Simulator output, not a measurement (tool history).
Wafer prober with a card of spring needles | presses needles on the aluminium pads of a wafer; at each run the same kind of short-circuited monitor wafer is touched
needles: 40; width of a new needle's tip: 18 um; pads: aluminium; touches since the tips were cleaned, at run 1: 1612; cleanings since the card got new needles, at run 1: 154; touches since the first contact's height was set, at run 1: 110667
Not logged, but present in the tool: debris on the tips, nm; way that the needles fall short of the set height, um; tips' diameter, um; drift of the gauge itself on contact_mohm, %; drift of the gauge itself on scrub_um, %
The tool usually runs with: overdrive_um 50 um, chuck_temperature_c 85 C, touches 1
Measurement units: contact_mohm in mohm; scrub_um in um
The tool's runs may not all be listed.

| run | day | overdrive_um | chuck_temperature_c | touches | touches since the tips were cleaned | cleanings since the card got new needles | touches since the first contact's height was set | contact_mohm | scrub_um |
|---|---|---|---|---|---|---|---|---|---|
| 1 | 0.000 | 50 | 85 | 1 | 1612 | 154 | 110667 | 427 | 7.18 |
|  | 0.042 | tips cleaned on abrasive film |
|  | 0.238 | tips cleaned on abrasive film |
|  | 0.438 | tips cleaned on abrasive film |
|  | 0.633 | tips cleaned on abrasive film |
|  | 0.829 | tips cleaned on abrasive film |
|  | 1.025 | tips cleaned on abrasive film |
|  | 1.221 | tips cleaned on abrasive film |
| 2 | 1.308 | 50 | 85 | 2 | 1053 | 161 | 126292 | 352 | 6.97 |
|  | 1.388 | tips cleaned on abrasive film |
|  | 1.588 | tips cleaned on abrasive film |
|  | 1.783 | tips cleaned on abrasive film |
|  | 1.979 | tips cleaned on abrasive film |
|  | 2.175 | tips cleaned on abrasive film |
|  | 2.371 | tips cleaned on abrasive film |
|  | 2.567 | tips cleaned on abrasive film |
| 3 | 2.654 | 50 | 85 | 2 | 1052 | 168 | 142387 | 346 | 6.81 |
|  | 2.738 | tips cleaned on abrasive film |
|  | 2.892 | tips cleaned on abrasive film |
|  | 3.092 | tips cleaned on abrasive film |
|  | 3.288 | tips cleaned on abrasive film |
|  | 3.483 | tips cleaned on abrasive film |
|  | 3.679 | tips cleaned on abrasive film |
|  | 3.875 | tips cleaned on abrasive film |
|  | 4.071 | tips cleaned on abrasive film |
|  | 4.271 | tips cleaned on abrasive film |
|  | 4.467 | tips cleaned on abrasive film |
|  | 4.662 | tips cleaned on abrasive film |
|  | 4.821 | tips cleaned on abrasive film |
|  | 5.017 | tips cleaned on abrasive film |
|  | 5.175 | tips cleaned on abrasive film |
| 4 | 5.175 | 50 | 85 | 1 | 0 | 182 | 172492 | 323 | 6.48 |
|  | 5.371 | tips cleaned on abrasive film |
|  | 5.567 | tips cleaned on abrasive film |
|  | 5.725 | tips cleaned on abrasive film |
|  | 5.921 | tips cleaned on abrasive film |
|  | 6.121 | tips cleaned on abrasive film |
|  | 6.317 | tips cleaned on abrasive film |
|  | 6.475 | tips cleaned on abrasive film |
|  | 6.671 | tips cleaned on abrasive film |
|  | 6.867 | tips cleaned on abrasive film |
| 5 | 7.000 | 50 | 85 | 1 | 1628 | 191 | 194319 | 470 | 6.38 |
|  | 7.042 | tips cleaned on abrasive film |
|  | 7.238 | tips cleaned on abrasive film |
|  | 7.438 | tips cleaned on abrasive film |
|  | 7.596 | tips cleaned on abrasive film |
|  | 7.792 | tips cleaned on abrasive film |
|  | 7.950 | tips cleaned on abrasive film |
|  | 8.146 | tips cleaned on abrasive film |
|  | 8.304 | tips cleaned on abrasive film |
| 6 | 8.308 | 50 | 85 | 1 | 62 | 199 | 209895 | 334 | 6.05 |
|  | 8.467 | tips cleaned on abrasive film |
|  | 8.662 | tips cleaned on abrasive film |
|  | 8.858 | tips cleaned on abrasive film |
|  | 9.017 | tips cleaned on abrasive film |
|  | 9.212 | tips cleaned on abrasive film |
|  | 9.371 | tips cleaned on abrasive film |
|  | 9.567 | tips cleaned on abrasive film |
|  | 9.767 | tips cleaned on abrasive film |
| 7 | 9.812 | 50 | 85 | 1 | 586 | 207 | 227876 | 383 | 6.08 |
|  | 9.933 | tips cleaned on abrasive film |
|  | 10.129 | tips cleaned on abrasive film |
|  | 10.325 | tips cleaned on abrasive film |
|  | 10.521 | tips cleaned on abrasive film |
|  | 10.575 | height of the first contact set anew |
|  | 10.729 | tips cleaned on abrasive film |
|  | 10.929 | tips cleaned on abrasive film |
|  | 11.125 | tips cleaned on abrasive film |
|  | 11.321 | tips cleaned on abrasive film |
| 8 | 11.471 | 50 | 85 | 1 | 1843 | 215 | 10774 | 415 | 7.84 |
|  | 11.512 | tips cleaned on abrasive film |
|  | 11.712 | tips cleaned on abrasive film |
|  | 11.867 | tips cleaned on abrasive film |
|  | 12.067 | tips cleaned on abrasive film |
|  | 12.262 | tips cleaned on abrasive film |
|  | 12.421 | tips cleaned on abrasive film |
|  | 12.617 | tips cleaned on abrasive film |
|  | 12.812 | tips cleaned on abrasive film |
|  | 13.008 | tips cleaned on abrasive film |
|  | 13.167 | tips cleaned on abrasive film |
|  | 13.362 | tips cleaned on abrasive film |
|  | 13.558 | tips cleaned on abrasive film |
|  | 13.758 | tips cleaned on abrasive film |
|  | 13.954 | tips cleaned on abrasive film |
|  | 14.150 | tips cleaned on abrasive film |
|  | 14.321 | tips cleaned on abrasive film |
| 9 | 14.321 | 50 | 85 | 1 | 0 | 231 | 44799 | 308 | 7.78 |
|  | 14.521 | tips cleaned on abrasive film |
|  | 14.717 | tips cleaned on abrasive film |
|  | 14.912 | tips cleaned on abrasive film |
|  | 15.108 | tips cleaned on abrasive film |
|  | 15.304 | tips cleaned on abrasive film |
|  | 15.462 | tips cleaned on abrasive film |
|  | 15.658 | tips cleaned on abrasive film |
| 10 | 15.758 | 50 | 35 | 2 | 1203 | 238 | 61982 | 347 | 7.59 |
|  | 15.838 | tips cleaned on abrasive film |
|  | 16.038 | tips cleaned on abrasive film |
|  | 16.196 | tips cleaned on abrasive film |
|  | 16.392 | tips cleaned on abrasive film |
|  | 16.588 | tips cleaned on abrasive film |
|  | 16.783 | tips cleaned on abrasive film |
|  | 16.979 | tips cleaned on abrasive film |
|  | 17.175 | tips cleaned on abrasive film |
|  | 17.371 | tips cleaned on abrasive film |
|  | 17.571 | tips cleaned on abrasive film |
|  | 17.767 | tips cleaned on abrasive film |
|  | 17.925 | tips cleaned on abrasive film |
|  | 18.100 | tips cleaned on abrasive film |
| 11 | 18.100 | 50 | 85 | 2 | 0 | 251 | 89917 | 315 | 7.18 |
|  | 18.296 | tips cleaned on abrasive film |
|  | 18.492 | tips cleaned on abrasive film |
|  | 18.650 | tips cleaned on abrasive film |
|  | 18.846 | tips cleaned on abrasive film |
|  | 19.042 | tips cleaned on abrasive film |
|  | 19.238 | tips cleaned on abrasive film |
|  | 19.433 | tips cleaned on abrasive film |
| 12 | 19.433 | 30 | 93 | 2 | 0 | 258 | 105890 | 364 | 3.93 |
|  | 19.629 | tips cleaned on abrasive film |
|  | 19.829 | tips cleaned on abrasive film |
|  | 20.025 | tips cleaned on abrasive film |
|  | 20.183 | tips cleaned on abrasive film |
|  | 20.379 | tips cleaned on abrasive film |
|  | 20.538 | tips cleaned on abrasive film |
|  | 20.733 | tips cleaned on abrasive film |
|  | 20.929 | tips cleaned on abrasive film |
|  | 21.125 | tips cleaned on abrasive film |
|  | 21.283 | tips cleaned on abrasive film |
|  | 21.479 | tips cleaned on abrasive film |
|  | 21.679 | tips cleaned on abrasive film |
|  | 21.833 | tips cleaned on abrasive film |
|  | 22.033 | tips cleaned on abrasive film |
| 13 | 22.096 | 39 | 34 | 2 | 767 | 272 | 137680 | 398 | 4.86 |
|  | 22.212 | tips cleaned on abrasive film |
|  | 22.412 | tips cleaned on abrasive film |
|  | 22.608 | tips cleaned on abrasive film |
|  | 22.804 | tips cleaned on abrasive film |
|  | 23.000 | tips cleaned on abrasive film |
|  | 23.196 | tips cleaned on abrasive film |
|  | 23.392 | tips cleaned on abrasive film |
|  | 23.592 | tips cleaned on abrasive film |
| 14 | 23.712 | 59 | 89 | 1 | 1477 | 280 | 157020 | 415 | 8.20 |
|  | 23.754 | tips cleaned on abrasive film |
|  | 23.950 | tips cleaned on abrasive film |
|  | 24.146 | tips cleaned on abrasive film |
|  | 24.342 | tips cleaned on abrasive film |
|  | 24.538 | tips cleaned on abrasive film |
|  | 24.738 | tips cleaned on abrasive film |
|  | 24.933 | tips cleaned on abrasive film |
|  | 25.092 | tips cleaned on abrasive film |
|  | 25.288 | tips cleaned on abrasive film |
|  | 25.483 | tips cleaned on abrasive film |
|  | 25.679 | tips cleaned on abrasive film |
| 15 | 25.738 | 48 | 116 | 2 | 715 | 291 | 181238 | 382 | 6.33 |

Forecast run 16:
|  | 25.858 | tips cleaned on abrasive film |
|  | 26.017 | tips cleaned on abrasive film |
|  | 26.212 | tips cleaned on abrasive film |
|  | 26.371 | tips cleaned on abrasive film |
|  | 26.567 | tips cleaned on abrasive film |
|  | 26.762 | tips cleaned on abrasive film |
|  | 26.958 | tips cleaned on abrasive film |
|  | 27.117 | tips cleaned on abrasive film |
|  | 27.317 | tips cleaned on abrasive film |
| 16 | 27.450 | 51 | 55 | 1 | 1661 | 300 | 201701 | ? | ? |

contact_mohm: 538 mohm
scrub_um: 6.13 um
Take away the tool's hidden state, keep the run-to-run variation as it was, and the same run would have given contact_mohm 279 mohm, scrub_um 7.73 um.
